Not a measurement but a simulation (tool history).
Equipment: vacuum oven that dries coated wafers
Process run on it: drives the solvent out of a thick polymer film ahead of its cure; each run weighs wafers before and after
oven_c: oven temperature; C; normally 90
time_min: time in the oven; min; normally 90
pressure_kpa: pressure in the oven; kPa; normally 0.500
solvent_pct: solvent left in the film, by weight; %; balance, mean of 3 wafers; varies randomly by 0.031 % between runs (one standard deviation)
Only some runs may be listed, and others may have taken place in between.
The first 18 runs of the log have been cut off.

run,day,oven_c,time_min,pressure_kpa,solvent_pct
19,34.388,90,90,1.059,3.12
20,35.700,90,90,1.059,3.19
21,37.592,76,90,1.011,8.53
22,39.733,101,65,0.357,1.31
23,41.304,84,97,0.680,4.46
24,43.496,79,52,0.335,9.98
25,44.567,90,146,0.500,1.16
26,46.175,91,146,1.373,1.68
27,47.717,99,121,0.338,0.47
28,49.025,99,121,0.338,0.43
29,51.188,99,121,0.338,0.46
30,52.679,84,134,1.600,3.73
31,54.900,90,144,0.500,1.23
32,56.592,100,68,0.320,1.37
33,58.488,100,68,0.320,1.30
34,60.229,85,68,0.358,5.89
35,61.650,85,68,0.358,5.95
36,63.942,93,115,0.544,1.26
37,65.671,94,66,0.500,2.92

What if the next run were any one of these 4? Each begins from the tool's condition after run 37:
A,67.062,94,140,0.500,?
B,67.062,94,48,0.500,?
C,67.062,87,90,1.546,?
D,67.062,78,90,1.693,?

run,solvent_pct
A,0.80
B,4.62
C,4.36
D,8.16
Stripped of hidden state, with their random variation kept, the same runs would have yielded:
run,solvent_pct
A,0.67
B,4.63
C,4.32
D,8.12
